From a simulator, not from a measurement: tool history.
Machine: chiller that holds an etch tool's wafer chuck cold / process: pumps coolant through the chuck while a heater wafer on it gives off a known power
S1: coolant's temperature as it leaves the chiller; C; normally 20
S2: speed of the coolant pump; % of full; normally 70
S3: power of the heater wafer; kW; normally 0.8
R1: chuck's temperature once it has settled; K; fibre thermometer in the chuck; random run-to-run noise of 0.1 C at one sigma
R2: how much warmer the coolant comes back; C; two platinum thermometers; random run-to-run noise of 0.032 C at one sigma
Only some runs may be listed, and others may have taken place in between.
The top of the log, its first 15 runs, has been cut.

{"run": 16, "hour": 1448.7, "S1": 20, "S2": 70, "S3": 0.8, "R1": 299.85, "R2": 3.94}
{"run": 17, "hour": 1545.8, "S1": 21, "S2": 84, "S3": 0.8, "R1": 299.85, "R2": 3.31}
{"run": 18, "hour": 1630.0, "S1": 21, "S2": 80, "S3": 0.968, "R1": 301.45, "R2": 4.12}
{"run": 19, "hour": 1732.3, "S1": 24, "S2": 64, "S3": 1.085, "R1": 307.15, "R2": 5.82}
{"run": 20, "hour": 1830.5, "S1": 24, "S2": 64, "S3": 1.085, "R1": 307.05, "R2": 5.79}
{"hour": 1846.2, "done": "coolant changed, channels flushed"}
{"run": 21, "hour": 1912.2, "S1": 20, "S2": 81, "S3": 0.645, "R1": 297.95, "R2": 2.78}
{"hour": 2017.1, "done": "gauge calibrated"}
{"run": 22, "hour": 2017.1, "S1": 20, "S2": 81, "S3": 0.645, "R1": 297.95, "R2": 2.6}
{"run": 23, "hour": 2115.6, "S1": 16, "S2": 69, "S3": 0.706, "R1": 295.05, "R2": 3.38}
{"run": 24, "hour": 2178.2, "S1": 14, "S2": 69, "S3": 0.62, "R1": 292.65, "R2": 3.03}
{"run": 25, "hour": 2245.3, "S1": 14, "S2": 62, "S3": 1.14, "R1": 297.75, "R2": 6.12}
{"run": 26, "hour": 2303.2, "S1": 13, "S2": 77, "S3": 1.14, "R1": 295.05, "R2": 4.96}
{"run": 27, "hour": 2403.7, "S1": 27, "S2": 61, "S3": 0.416, "R1": 304.15, "R2": 2.23}
{"run": 28, "hour": 2506.1, "S1": 27, "S2": 61, "S3": 0.416, "R1": 304.25, "R2": 2.29}
{"run": 29, "hour": 2631.0, "S1": 11, "S2": 84, "S3": 0.555, "R1": 288.25, "R2": 2.22}
{"run": 30, "hour": 2686.6, "S1": 16, "S2": 95, "S3": 0.679, "R1": 293.65, "R2": 2.31}
{"hour": 2771.7, "done": "chiller's thermometer calibrated"}
{"run": 31, "hour": 2796.4, "S1": 16, "S2": 95, "S3": 0.679, "R1": 293.65, "R2": 2.37}

4 ways to go on from here, each from the tool as it stands after run 31. What would each give?
{"run": "A", "hour": 2848.2, "S1": 18, "S2": 78, "S3": 0.504, "R1": "?", "R2": "?"}
{"run": "B", "hour": 2848.2, "S1": 20, "S2": 72, "S3": 0.834, "R1": "?", "R2": "?"}
{"run": "C", "hour": 2848.2, "S1": 16, "S2": 83, "S3": 0.926, "R1": "?", "R2": "?"}
{"run": "D", "hour": 2848.2, "S1": 30, "S2": 70, "S3": 0.769, "R1": "?", "R2": "?"}

run=A R1=295.05 R2=2.22
run=B R1=300.25 R2=3.82
run=C R1=295.95 R2=3.74
run=D R1=309.75 R2=3.72
What these runs would have given with no unlogged condition in the tool:
run=A R1=295.05 R2=2.13
run=B R1=300.15 R2=3.73
run=C R1=295.95 R2=3.65
run=D R1=309.75 R2=3.63

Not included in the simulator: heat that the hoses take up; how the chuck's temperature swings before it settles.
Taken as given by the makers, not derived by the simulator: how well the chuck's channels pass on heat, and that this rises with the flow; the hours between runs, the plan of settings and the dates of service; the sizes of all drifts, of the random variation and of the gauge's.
